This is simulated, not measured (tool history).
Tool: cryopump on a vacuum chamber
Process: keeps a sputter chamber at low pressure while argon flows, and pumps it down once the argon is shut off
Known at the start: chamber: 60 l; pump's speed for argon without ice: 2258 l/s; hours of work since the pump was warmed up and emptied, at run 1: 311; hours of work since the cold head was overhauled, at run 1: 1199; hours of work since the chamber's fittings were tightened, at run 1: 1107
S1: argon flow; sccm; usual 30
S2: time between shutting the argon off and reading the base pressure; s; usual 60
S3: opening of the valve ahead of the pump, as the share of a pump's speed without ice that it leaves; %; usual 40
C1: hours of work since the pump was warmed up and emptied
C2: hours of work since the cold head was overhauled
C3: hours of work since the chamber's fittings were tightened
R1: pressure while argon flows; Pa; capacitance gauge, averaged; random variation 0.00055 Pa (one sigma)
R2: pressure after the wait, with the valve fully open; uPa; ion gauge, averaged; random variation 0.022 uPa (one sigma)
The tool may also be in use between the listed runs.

run    hour  S1   S2  S3   C1    C2    C3      R1    R2
  1       0  30   60  40  311  1199  1107  0.0593  0.96
  2      74  30   60  40  369  1257  1165  0.0607  1.03
  3   141.5  44   60  40  422  1310  1218  0.0903  1.05
  4   258.3  30   60  40  514  1402  1309   0.062  1.12
  5   325.4  30   60  40  566  1454  1362  0.0636  1.09
  6   431.8  30   60  40  650  1538  1446  0.0639  1.19
  7   558.5  30   60  40  749  1637  1545  0.0661  1.28
      572.2  -- pump warmed up, emptied and cooled again
  8     667  30   77  40   74  1719  1626  0.0578  0.95
  9     765  30   77  40  151  1795  1703   0.057  0.97
 10   891.4  43   50  40  251  1895  1802  0.0838  1.24
 11   984.8  51   34  28  324  1968  1876  0.1446  1.61
 12  1088.6  43   60  16  405  2050  1957  0.2088  1.27
 13    1212  14   45  20  502  2146  2054  0.0552  1.49
 14    1282  13   54  32  557  2201  2109  0.0328  1.45
 15  1408.1  20  247  32  656  2300  2208  0.0532  1.15

Forecast each of these 5 alternatives for the next run:
  A  1526.4  48   29  25  749  2393  2301   ?   ?
  B  1526.4  16   34  20  749  2393  2301   ?   ?
  C  1526.4  52  102  40  749  2393  2301   ?   ?
  D  1526.4  20   25  39  749  2393  2301   ?   ?
  E  1526.4  43  102  40  749  2393  2301   ?   ?

run      R1    R2
  A  0.1601  2.02
  B  0.0657  1.98
  C  0.1158  1.42
  D  0.0452  2.21
  E  0.0942   1.4
Without the tool's hidden state the same runs would have given:
run      R1    R2
  A  0.1433     1
  B    0.06  0.95
  C  0.0975  0.41
  D  0.0382  1.19
  E  0.0792   0.4

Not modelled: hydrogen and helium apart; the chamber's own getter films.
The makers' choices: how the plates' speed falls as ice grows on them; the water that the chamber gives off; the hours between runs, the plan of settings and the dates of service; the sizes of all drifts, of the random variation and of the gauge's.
